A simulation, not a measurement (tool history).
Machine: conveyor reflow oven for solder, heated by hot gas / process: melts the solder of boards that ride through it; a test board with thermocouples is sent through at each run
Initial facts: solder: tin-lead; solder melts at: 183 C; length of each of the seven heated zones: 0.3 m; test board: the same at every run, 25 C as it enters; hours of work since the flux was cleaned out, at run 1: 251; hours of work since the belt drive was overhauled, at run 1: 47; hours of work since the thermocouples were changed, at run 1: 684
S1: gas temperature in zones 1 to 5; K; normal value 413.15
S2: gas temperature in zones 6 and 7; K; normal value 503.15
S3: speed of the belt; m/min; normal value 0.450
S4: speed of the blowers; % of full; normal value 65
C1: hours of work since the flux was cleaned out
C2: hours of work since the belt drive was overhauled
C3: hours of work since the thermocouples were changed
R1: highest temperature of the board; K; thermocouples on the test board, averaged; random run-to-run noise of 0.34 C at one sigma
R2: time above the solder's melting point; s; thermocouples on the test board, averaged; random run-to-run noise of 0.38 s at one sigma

run 1 hour=0.0 | S1=413.15 S2=503.15 S3=0.450 S4=65 | C1=251 C2=47 C3=684 | R1=488.35 R2=58.9
run 2 hour=20.1 | S1=413.15 S2=503.15 S3=0.450 S4=65 | C1=264 C2=60 C3=698 | R1=488.15 R2=59.5
run 3 hour=45.3 | S1=413.15 S2=503.15 S3=0.450 S4=65 | C1=281 C2=77 C3=714 | R1=488.25 R2=58.6
run 4 hour=70.5 | S1=413.15 S2=503.15 S3=0.450 S4=65 | C1=297 C2=93 C3=731 | R1=488.25 R2=58.1
run 5 hour=111.3 | S1=413.15 S2=503.15 S3=0.450 S4=65 | C1=324 C2=120 C3=758 | R1=487.85 R2=59.1
run 6 hour=136.9 | S1=413.15 S2=503.15 S3=0.450 S4=63 | C1=341 C2=137 C3=775 | R1=487.85 R2=58.4
-- hour=144.0 flux residue cleaned out of gas plates and filters
run 7 hour=170.0 | S1=413.15 S2=503.15 S3=0.450 S4=65 | C1=17 C2=156 C3=794 | R1=488.95 R2=60.9
run 8 hour=195.1 | S1=413.15 S2=503.15 S3=0.450 S4=65 | C1=34 C2=172 C3=810 | R1=489.25 R2=60.1
run 9 hour=213.7 | S1=413.15 S2=503.15 S3=0.450 S4=65 | C1=46 C2=185 C3=823 | R1=489.25 R2=59.4
run 10 hour=255.2 | S1=413.15 S2=503.15 S3=0.450 S4=65 | C1=74 C2=212 C3=850 | R1=489.05 R2=59.5
run 11 hour=296.0 | S1=421.15 S2=497.15 S3=0.455 S4=65 | C1=101 C2=239 C3=877 | R1=485.35 R2=58.9
run 12 hour=330.8 | S1=421.15 S2=497.15 S3=0.455 S4=65 | C1=124 C2=262 C3=900 | R1=485.35 R2=59.4
run 13 hour=372.3 | S1=403.15 S2=507.15 S3=0.440 S4=86 | C1=151 C2=290 C3=928 | R1=497.25 R2=63.7
run 14 hour=406.2 | S1=407.15 S2=507.15 S3=0.440 S4=86 | C1=174 C2=312 C3=950 | R1=497.15 R2=66.2

Run 15 comes next. What will it give?
-- hour=442.7 thermocouples of zones 6 and 7 changed
run 15 hour=448.7 | S1=407.15 S2=507.15 S3=0.440 S4=86 | C1=201 C2=339 C3=4 | R1=? R2=?

{"run 15": {"R1": 494.45, "R2": 64.4}}
With the hidden condition absent and the run-to-run variation left alone, this run would have shown R1 495.35 K, R2 64.9 s.
